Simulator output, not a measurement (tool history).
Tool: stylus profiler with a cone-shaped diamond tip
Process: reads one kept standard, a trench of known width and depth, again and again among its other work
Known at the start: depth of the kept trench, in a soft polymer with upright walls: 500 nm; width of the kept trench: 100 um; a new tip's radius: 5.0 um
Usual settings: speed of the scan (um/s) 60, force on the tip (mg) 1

run,hour,speed of the scan (um/s),force on the tip (mg),depth of the trench (Å),width of the trench's floor (µm)
1,0,60,1,5025.9,94.96
2,26.5,26,1,5025.6,95.08
3,53.4,60,1,5027,94.87
4,107.1,60,1,5025.3,94.86
5,135.6,60,1,5027.6,94.79
6,183.5,60,1,5027,94.75
7,238.9,60,1,5026.8,94.72
8,272.2,60,1,5028.2,94.6
9,302.8,60,2.83,5049.3,94.73
10,336.5,60,1,5029.8,94.59
11,363.1,60,1,5029,94.54
12,415.6,60,1,5029.3,94.48
13,445.6,60,1.24,5031.9,94.48
14,486.3,60,1.24,5033.7,94.35
15,541.3,140,1,5031.2,94.03
16,575.9,60,1,5030.6,94.33
17,598.8,60,1,5033.8,94.31
18,628.3,60,0.54,5023.6,94.18
19,668.8,60,1,5031,94.29
20,699.6,60,1,5030.3,94.16
21,726.7,60,1,5032.8,94.21
22,774.2,60,1,5033,94.16
23,825.6,29,0.43,5025,94.13
24,878.3,60,2.98,5056.7,94.14
25,913.8,36,2.44,5049.8,94.18
26,947.6,62,2.91,5057,94.08
27,978.7,185,0.34,5023.2,92.87
28,1005.7,100,0.55,5029.3,93.61
29,1052.2,60,0.39,5025.6,93.76
30,1105.5,32,1,5037.3,93.94
31,1145.5,32,1,5036,93.89
32,1191.3,18,1,5037.4,93.93
33,1217.3,18,1,5037.7,93.92
34,1254.1,208,1,5036.5,93
35,1279.8,208,1,5039.7,92.99
36,1321.8,208,1,5037.5,92.97
# hour 1373.9: height scale calibrated on a step standard
37,1375.7,208,1,5020.6,92.92
38,1398.8,59,1,5021.8,93.54
39,1453.4,31,1,5021.4,93.65
40,1491.9,116,1.76,5033.7,93.32
41,1534.5,125,1.78,5031.7,93.34

5 ways to go on from here, each from the tool as it stands after run 41. What would each give?
A,1576.9,31,0.58,?,?
B,1576.9,228,1.28,?,?
C,1576.9,76,0.6,?,?
D,1576.9,218,1,?,?
E,1576.9,29,2.47,?,?

run,depth of the trench (Å),width of the trench's floor (µm)
A,5016.7,93.5
B,5026.4,92.76
C,5016.5,93.24
D,5021.6,92.77
E,5037.2,93.57
Without the tool's hidden state the same runs would have given:
run,depth of the trench (Å),width of the trench's floor (µm)
A,5014.6,95.5
B,5024.3,94.75
C,5014.5,95.24
D,5019.6,94.76
E,5035.2,95.56
